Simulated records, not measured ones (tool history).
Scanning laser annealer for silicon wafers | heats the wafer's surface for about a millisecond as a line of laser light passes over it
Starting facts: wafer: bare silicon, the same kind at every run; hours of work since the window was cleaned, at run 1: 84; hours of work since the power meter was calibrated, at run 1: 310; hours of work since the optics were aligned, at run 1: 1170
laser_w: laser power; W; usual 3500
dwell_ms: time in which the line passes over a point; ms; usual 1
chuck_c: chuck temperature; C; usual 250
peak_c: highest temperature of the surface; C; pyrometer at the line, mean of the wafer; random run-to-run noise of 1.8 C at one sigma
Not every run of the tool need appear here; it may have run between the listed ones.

run,hour,laser_w,dwell_ms,chuck_c,hours of work since the window was cleaned,hours of work since the power meter was calibrated,hours of work since the optics were aligned,peak_c
1,0,3500,1,250,84,310,1170,1032
2,11.4,3500,1,274,92,318,1178,1055
3,22.1,3500,1,265,99,325,1185,1046
4,29.8,3500,1,265,104,330,1190,1048
5,39.1,3417,1,265,110,336,1196,1022
6,50.7,3500,1,250,118,344,1204,1029
7,63.2,3819,1,250,126,352,1212,1121
8,68.8,3819,1,250,130,356,1216,1121
9,76.7,3076,1,250,135,361,1221,917

Expected results for the next run?
10,88.9,3473,0.71,251,143,369,1229,?

Run 10 came out at peak_c 886 C.
With no hidden state in the tool, this same run would have given peak_c 905 C.
